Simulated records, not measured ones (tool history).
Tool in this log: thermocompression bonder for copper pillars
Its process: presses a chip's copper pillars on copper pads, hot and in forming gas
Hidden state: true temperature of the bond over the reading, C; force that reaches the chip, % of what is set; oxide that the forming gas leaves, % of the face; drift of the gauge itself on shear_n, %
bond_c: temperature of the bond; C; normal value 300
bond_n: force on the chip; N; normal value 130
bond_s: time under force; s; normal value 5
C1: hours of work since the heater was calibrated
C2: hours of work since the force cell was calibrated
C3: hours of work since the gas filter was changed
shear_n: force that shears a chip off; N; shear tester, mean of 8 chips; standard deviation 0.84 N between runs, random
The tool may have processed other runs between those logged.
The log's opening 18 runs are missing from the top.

{"run": 19, "day": 39.571, "bond_c": 300, "bond_n": 82, "bond_s": 5, "C1": 546, "C2": 2021, "C3": 200, "shear_n": 47.0}
{"run": 20, "day": 41.596, "bond_c": 308, "bond_n": 91, "bond_s": 5, "C1": 583, "C2": 2058, "C3": 237, "shear_n": 57.2}
{"day": 42.904, "done": "forming gas filter changed"}
{"run": 21, "day": 43.633, "bond_c": 308, "bond_n": 104, "bond_s": 5, "C1": 620, "C2": 2096, "C3": 13, "shear_n": 62.5}
{"run": 22, "day": 46.242, "bond_c": 315, "bond_n": 104, "bond_s": 5, "C1": 669, "C2": 2144, "C3": 62, "shear_n": 69.1}
{"run": 23, "day": 48.583, "bond_c": 315, "bond_n": 104, "bond_s": 5, "C1": 712, "C2": 2187, "C3": 105, "shear_n": 67.5}
{"day": 49.246, "done": "force cell calibrated"}
{"day": 49.758, "done": "heater calibrated with a thermocouple chip"}
{"run": 24, "day": 50.275, "bond_c": 315, "bond_n": 104, "bond_s": 5, "C1": 10, "C2": 18, "C3": 134, "shear_n": 66.0}
{"run": 25, "day": 53.204, "bond_c": 325, "bond_n": 83, "bond_s": 5, "C1": 64, "C2": 72, "C3": 188, "shear_n": 60.2}
{"run": 26, "day": 54.9, "bond_c": 325, "bond_n": 148, "bond_s": 5, "C1": 95, "C2": 103, "C3": 219, "shear_n": 85.1}

Run 27 comes next. What will it give?
{"run": 27, "day": 56.567, "bond_c": 325, "bond_n": 154, "bond_s": 5, "C1": 126, "C2": 134, "C3": 250, "shear_n": "?"}

Logged for run 27: shear_n 85.9 N.
If the tool had no hidden condition, the same run with the same run-to-run variation would have returned shear_n 86.3 N.
